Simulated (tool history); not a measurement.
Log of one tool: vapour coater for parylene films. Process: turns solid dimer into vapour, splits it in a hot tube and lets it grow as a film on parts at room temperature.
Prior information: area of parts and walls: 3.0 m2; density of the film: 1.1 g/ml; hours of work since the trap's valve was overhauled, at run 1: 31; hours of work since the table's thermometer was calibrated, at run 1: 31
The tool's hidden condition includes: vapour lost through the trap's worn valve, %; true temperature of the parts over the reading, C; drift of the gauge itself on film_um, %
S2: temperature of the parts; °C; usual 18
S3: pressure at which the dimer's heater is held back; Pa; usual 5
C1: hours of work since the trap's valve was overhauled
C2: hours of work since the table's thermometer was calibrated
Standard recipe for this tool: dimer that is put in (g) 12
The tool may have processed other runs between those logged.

Run 1, hour 0: usual settings; C1 31; C2 31. Result: thickness of the film (nm) 2750.
Run 2, hour 16.3: usual settings but S2 15 °C; C1 37; C2 37. Result: thickness of the film (nm) 3000.
Run 3, hour 24.4: usual settings; C1 41; C2 41. Result: thickness of the film (nm) 2620.
Run 4, hour 39.8: usual settings; C1 47; C2 47. Result: thickness of the film (nm) 2670.
Run 5, hour 51.4: usual settings; C1 52; C2 52. Result: thickness of the film (nm) 2640.
Run 6, hour 61.3: usual settings; C1 56; C2 56. Result: thickness of the film (nm) 2610.
Run 7, hour 70: usual settings but S2 29 °C; C1 59; C2 59. Result: thickness of the film (nm) 1640.
Run 8, hour 80: usual settings but S2 29 °C; C1 63; C2 63. Result: thickness of the film (nm) 1640.
At hour 85.5: trap's valve overhauled.
Run 9, hour 96.6: usual settings but S2 15 °C, S3 2.96 Pa; C1 4; C2 68. Result: thickness of the film (nm) 3220.
Run 10, hour 109.3: usual settings but S2 15 °C, S3 3.58 Pa; C1 10; C2 73. Result: thickness of the film (nm) 3120.
At hour 126.5: trap's valve overhauled, once more.
Run 11, hour 126.5: usual settings but dimer that is put in (g) 6, S2 11 °C, S3 10.69 Pa; C1 0; C2 79. Result: thickness of the film (nm) 1600.
Run 12, hour 139.1: usual settings but S2 13 °C; C1 5; C2 84. Result: thickness of the film (nm) 3300.
Run 13, hour 155.6: usual settings but dimer that is put in (g) 14, S2 13 °C, S3 5.71 Pa; C1 12; C2 90. Result: thickness of the film (nm) 3800.
Run 14, hour 168.6: usual settings but dimer that is put in (g) 14, S2 30 °C, S3 5.03 Pa; C1 17; C2 96. Result: thickness of the film (nm) 1860.

What will run 15 give?
Run 15, hour 180.4: usual settings but dimer that is put in (g) 9, S3 8.4 Pa; C1 22; C2 100. Result: thickness of the film (nm) ?.

thickness of the film (nm): 1890
If the tool had no hidden condition, the same run with the same run-to-run variation would have returned thickness of the film (nm) 1930.
